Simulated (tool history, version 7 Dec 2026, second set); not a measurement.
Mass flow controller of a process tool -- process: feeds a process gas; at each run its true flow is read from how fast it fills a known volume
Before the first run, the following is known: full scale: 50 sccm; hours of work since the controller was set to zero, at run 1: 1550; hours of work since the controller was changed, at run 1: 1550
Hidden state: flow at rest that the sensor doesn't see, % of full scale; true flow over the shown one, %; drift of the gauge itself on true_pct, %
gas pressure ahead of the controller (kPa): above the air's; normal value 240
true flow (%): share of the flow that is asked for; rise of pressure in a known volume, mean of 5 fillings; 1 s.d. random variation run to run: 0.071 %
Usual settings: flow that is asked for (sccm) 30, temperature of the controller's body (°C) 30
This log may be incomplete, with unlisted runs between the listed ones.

run,day,flow that is asked for (sccm),gas pressure ahead of the controller (kPa),temperature of the controller's body (°C),hours of work since the controller was set to zero,hours of work since the controller was changed,true flow (%)
1,0,30,240,30,1550,1550,99.77
2,3.671,42,240,30,1608,1608,99.9
3,8.962,42,240,30,1691,1691,99.99
4,12.225,42,240,30,1742,1742,100
5,16.571,42,240,33,1810,1810,100.39
6,21.012,42,240,33,1879,1879,100.27
7,25.396,42,240,33,1948,1948,100.41
8,30.15,42,240,38,2023,2023,100.72
9,32.542,42,240,38,2060,2060,100.61
10,37.308,30,240,30,2135,2135,100.22
11,40.817,30,240,30,2190,2190,100.53
12,44.988,30,240,30,2255,2255,100.52
13,47.783,30,240,30,2299,2299,100.54
14,52.821,30,240,38,2378,2378,101.03
15,56.262,30,240,38,2432,2432,101.12
16,58.846,30,174,30,2472,2472,101.36
17,62.704,30,174,34,2532,2532,101.53
18,66.125,30,174,34,2586,2586,101.53
19,71.129,30,174,34,2664,2664,101.6
# day 73.812: gauge calibrated
20,75.312,30,240,30,2730,2730,99.7
21,77.558,30,240,30,2765,2765,99.82
22,79.929,30,240,30,2802,2802,99.88
23,85.142,10,254,29,2884,2884,99.65
24,89.671,10,179,40,2955,2955,100.64
25,92.375,30,208,38,2997,2997,100.61
26,96.075,30,208,38,3055,3055,100.58
27,98.817,9,237,38,3098,3098,100.42
28,101.146,9,241,27,3134,3134,99.76
29,105.071,30,232,26,3196,3196,100.34
30,110.271,7,176,26,3277,3277,100.5
31,113.338,11,176,29,3325,3325,100.69
32,116.971,34,267,33,3382,3382,100.43
33,121.171,34,267,33,3448,3448,100.51
34,125.854,34,267,33,3521,3521,100.55
35,128.233,34,267,26,3559,3559,100.5
36,132.246,34,267,26,3621,3621,100.47
37,137.2,34,267,26,3699,3699,100.53
38,141.2,30,165,21,3762,3762,101.1
39,143.408,30,189,21,3796,3796,100.99
40,147.321,30,189,21,3858,3858,100.99
41,151.183,35,240,25,3918,3918,101.01
42,154.158,7,174,31,3965,3965,101.39
43,156.383,18,143,26,3999,3999,101.58

3 options for the next run, each taken on its own from the tool as it stands now. Forecast them:
A,161.65,30,259,30,4082,4082,?
B,161.65,30,193,35,4082,4082,?
C,161.65,40,240,30,4082,4082,?

run,true flow (%)
A,101.31
B,101.87
C,101.39
Had the tool no hidden state, the same runs would have come out as:
run,true flow (%)
A,99.78
B,100.33
C,99.86

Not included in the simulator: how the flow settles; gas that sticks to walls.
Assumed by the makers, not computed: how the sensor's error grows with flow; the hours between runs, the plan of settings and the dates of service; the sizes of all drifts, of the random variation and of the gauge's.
